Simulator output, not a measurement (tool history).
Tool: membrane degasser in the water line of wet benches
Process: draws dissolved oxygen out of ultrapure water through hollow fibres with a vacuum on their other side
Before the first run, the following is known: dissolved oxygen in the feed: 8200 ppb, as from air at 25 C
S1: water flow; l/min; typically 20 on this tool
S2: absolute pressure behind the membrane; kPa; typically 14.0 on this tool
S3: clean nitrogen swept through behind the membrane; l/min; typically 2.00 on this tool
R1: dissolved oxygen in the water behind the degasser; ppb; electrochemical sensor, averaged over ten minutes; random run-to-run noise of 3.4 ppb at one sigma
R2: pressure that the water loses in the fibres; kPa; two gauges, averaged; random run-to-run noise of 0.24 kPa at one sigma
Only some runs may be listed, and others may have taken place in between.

run    hour  S1    S2    S3     R1     R2
  1     0.0  20  14.0  2.00  346.5  65.42
  2   126.8  20  14.0  2.00  354.2  64.84
  3   297.8  20  14.0  2.00  345.7  65.19
  4   509.9  20  14.0  2.15  333.8  64.99
  5   639.5  20  14.0  2.15  340.7  65.13
  6   835.1  20  14.0  2.00  353.8  65.86
      959.1  -- vacuum gauge calibrated
  7   975.9  20  14.0  2.00  352.3  66.04
  8  1137.8  13  14.0  2.00  186.4  42.55
  9  1348.9  17  30.1  2.66  458.2  55.93
 10  1530.6  17  30.1  2.66  453.4  55.95

Expected results for the next run?
 11  1618.7  17  29.7  5.15   ?   ?

R1: 271.4 ppb
R2: 56.30 kPa
If the tool had no hidden condition, the same run with the same run-to-run variation would have returned R1 254.8 ppb, R2 54.57 kPa.
